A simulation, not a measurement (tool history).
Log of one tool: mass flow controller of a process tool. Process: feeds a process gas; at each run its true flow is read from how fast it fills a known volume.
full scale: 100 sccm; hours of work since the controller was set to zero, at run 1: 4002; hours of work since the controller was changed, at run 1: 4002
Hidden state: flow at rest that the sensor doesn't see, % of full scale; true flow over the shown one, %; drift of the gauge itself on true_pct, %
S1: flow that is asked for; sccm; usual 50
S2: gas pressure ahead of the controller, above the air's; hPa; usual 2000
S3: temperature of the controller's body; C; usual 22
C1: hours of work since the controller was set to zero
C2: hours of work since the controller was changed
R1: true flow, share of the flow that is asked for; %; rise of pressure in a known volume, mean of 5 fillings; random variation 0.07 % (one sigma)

{"run": 1, "day": 0.0, "S1": 50, "S2": 2000, "S3": 22, "C1": 4002, "C2": 4002, "R1": 98.52}
{"run": 2, "day": 4.671, "S1": 13, "S2": 2000, "S3": 22, "C1": 4089, "C2": 4089, "R1": 99.8}
{"run": 3, "day": 10.692, "S1": 13, "S2": 2000, "S3": 22, "C1": 4200, "C2": 4200, "R1": 99.91}
{"run": 4, "day": 16.721, "S1": 50, "S2": 2000, "S3": 22, "C1": 4312, "C2": 4312, "R1": 98.46}
{"run": 5, "day": 21.488, "S1": 25, "S2": 2000, "S3": 22, "C1": 4400, "C2": 4400, "R1": 98.84}
{"run": 6, "day": 26.946, "S1": 25, "S2": 2000, "S3": 22, "C1": 4501, "C2": 4501, "R1": 98.91}
{"run": 7, "day": 29.471, "S1": 20, "S2": 2000, "S3": 22, "C1": 4548, "C2": 4548, "R1": 99.1}
{"run": 8, "day": 33.983, "S1": 52, "S2": 2000, "S3": 22, "C1": 4631, "C2": 4631, "R1": 98.34}
{"run": 9, "day": 38.146, "S1": 52, "S2": 2000, "S3": 22, "C1": 4708, "C2": 4708, "R1": 98.45}
{"run": 10, "day": 42.888, "S1": 15, "S2": 2000, "S3": 22, "C1": 4796, "C2": 4796, "R1": 99.82}
{"run": 11, "day": 47.312, "S1": 15, "S2": 2000, "S3": 22, "C1": 4878, "C2": 4878, "R1": 99.93}
{"run": 12, "day": 53.238, "S1": 19, "S2": 2000, "S3": 22, "C1": 4988, "C2": 4988, "R1": 99.33}
{"run": 13, "day": 56.108, "S1": 19, "S2": 2000, "S3": 22, "C1": 5041, "C2": 5041, "R1": 99.35}
{"run": 14, "day": 60.95, "S1": 47, "S2": 1670, "S3": 22, "C1": 5130, "C2": 5130, "R1": 98.28}
{"run": 15, "day": 67.183, "S1": 47, "S2": 1670, "S3": 22, "C1": 5246, "C2": 5246, "R1": 98.15}
{"run": 16, "day": 70.792, "S1": 13, "S2": 1990, "S3": 32, "C1": 5313, "C2": 5313, "R1": 101.29}
{"run": 17, "day": 73.546, "S1": 44, "S2": 1930, "S3": 27, "C1": 5364, "C2": 5364, "R1": 98.91}
{"run": 18, "day": 78.325, "S1": 11, "S2": 1960, "S3": 22, "C1": 5452, "C2": 5452, "R1": 100.95}
{"run": 19, "day": 81.025, "S1": 11, "S2": 1960, "S3": 22, "C1": 5502, "C2": 5502, "R1": 100.92}
{"run": 20, "day": 86.183, "S1": 50, "S2": 1810, "S3": 31, "C1": 5597, "C2": 5597, "R1": 99.13}
{"run": 21, "day": 90.208, "S1": 50, "S2": 1810, "S3": 31, "C1": 5672, "C2": 5672, "R1": 99.04}
{"run": 22, "day": 96.217, "S1": 50, "S2": 1810, "S3": 31, "C1": 5783, "C2": 5783, "R1": 99.07}
{"run": 23, "day": 101.8, "S1": 50, "S2": 1970, "S3": 31, "C1": 5886, "C2": 5886, "R1": 99.15}

Forecast each of these 4 alternatives for the next run:
{"run": "A", "day": 106.662, "S1": 48, "S2": 2000, "S3": 22, "C1": 5976, "C2": 5976, "R1": "?"}
{"run": "B", "day": 106.662, "S1": 32, "S2": 2600, "S3": 22, "C1": 5976, "C2": 5976, "R1": "?"}
{"run": "C", "day": 106.662, "S1": 50, "S2": 2540, "S3": 22, "C1": 5976, "C2": 5976, "R1": "?"}
{"run": "D", "day": 106.662, "S1": 50, "S2": 1710, "S3": 22, "C1": 5976, "C2": 5976, "R1": "?"}

run=A R1=98.3
run=B R1=99
run=C R1=98.7
run=D R1=98.07
Without the tool's hidden state the same runs would have given:
run=A R1=98.92
run=B R1=99.09
run=C R1=99.36
run=D R1=98.74
